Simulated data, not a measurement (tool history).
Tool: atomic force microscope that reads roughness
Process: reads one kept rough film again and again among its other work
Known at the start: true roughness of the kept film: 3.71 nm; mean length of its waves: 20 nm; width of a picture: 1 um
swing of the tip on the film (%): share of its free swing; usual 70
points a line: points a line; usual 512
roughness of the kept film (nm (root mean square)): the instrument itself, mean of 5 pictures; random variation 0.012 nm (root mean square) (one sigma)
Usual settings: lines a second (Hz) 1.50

run,hour,lines a second (Hz),swing of the tip on the film (%),points a line,roughness of the kept film (nm (root mean square))
1,0.0,1.50,70,512,2.909
2,19.4,1.50,70,512,2.896
3,54.8,1.50,70,517,2.901
# hour 65.2: new tip fitted
4,75.0,1.50,70,517,2.907
5,102.9,1.50,70,512,2.908
6,133.6,1.50,70,512,2.885
# hour 152.1: new tip fitted
7,170.1,1.50,70,512,2.908
8,202.1,2.58,70,512,2.763
9,224.0,1.50,78,512,2.779
# hour 236.4: new tip fitted
10,239.7,2.80,70,288,2.680
11,266.0,1.49,78,482,2.779
12,300.8,2.37,70,512,2.816
# hour 321.8: new tip fitted
13,328.4,0.76,83,516,2.905
14,360.1,0.80,55,324,3.009
15,382.2,0.80,55,324,3.006

3 ways to go on from here, each from the tool as it stands after run 15. What would each give?
# hour 407.8: new tip fitted
A,414.8,0.72,84,656,?
# hour 407.8: new tip fitted
B,414.8,0.80,55,634,?
# hour 407.8: new tip fitted
C,414.8,1.43,71,350,?

run,roughness of the kept film (nm (root mean square))
A,2.929
B,3.081
C,2.889
Without the tool's hidden state the same runs would have given:
run,roughness of the kept film (nm (root mean square))
A,2.930
B,3.082
C,2.890

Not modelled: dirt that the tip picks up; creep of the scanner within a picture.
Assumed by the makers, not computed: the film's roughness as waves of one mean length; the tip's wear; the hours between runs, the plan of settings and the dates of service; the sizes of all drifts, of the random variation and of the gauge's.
